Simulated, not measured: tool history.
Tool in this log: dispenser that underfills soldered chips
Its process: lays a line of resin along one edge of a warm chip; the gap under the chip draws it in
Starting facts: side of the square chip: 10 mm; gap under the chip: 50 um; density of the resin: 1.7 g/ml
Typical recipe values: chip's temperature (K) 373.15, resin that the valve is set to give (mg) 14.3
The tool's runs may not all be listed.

run    day  chip's temperature (K)  resin that the valve is set to give (mg)  time until the resin shows at the far edge (s)  resin that the valve gave (mg)
  1      0                  373.15                                      14.3                                           124.2                            14.1
     0.062  -- new syringe of resin
  2  0.354                  373.15                                      14.3                                           102.2                           13.81
     0.625  -- new syringe of resin
  3  0.967                  373.15                                      14.3                                           103.8                           13.91
     1.175  -- new syringe of resin
  4  1.304                  373.15                                      14.3                                            85.1                           13.83
  5  1.558                  373.15                                      14.3                                           105.7                           13.75
     1.721  -- new syringe of resin
  6  1.896                  382.15                                      14.3                                            68.6                           13.79
     2.296  -- new syringe of resin
  7  2.317                  382.15                                      14.3                                              62                           13.66
     2.421  -- dispensing valve cleaned and set on the balance
  8  2.629                  382.15                                      14.3                                            80.6                           14.27
     2.883  -- new syringe of resin
  9  3.192                  373.15                                      14.3                                           100.3                           14.15
     3.433  -- new syringe of resin
 10  3.725                  380.15                                      13.6                                            82.8                           13.53
     3.979  -- new syringe of resin
 11  4.229                  380.15                                      13.6                                            80.1                           13.26

For run 12, what comes out?
     4.538  -- new syringe of resin
 12  4.783                  359.15                                        13                                               ?                               ?

{"run 12": {"time until the resin shows at the far edge (s)": 140.1, "resin that the valve gave (mg)": 12.61}}
If the tool had no hidden condition, the same run with the same run-to-run variation would have returned time until the resin shows at the far edge (s) 113.9, resin that the valve gave (mg) 12.99.

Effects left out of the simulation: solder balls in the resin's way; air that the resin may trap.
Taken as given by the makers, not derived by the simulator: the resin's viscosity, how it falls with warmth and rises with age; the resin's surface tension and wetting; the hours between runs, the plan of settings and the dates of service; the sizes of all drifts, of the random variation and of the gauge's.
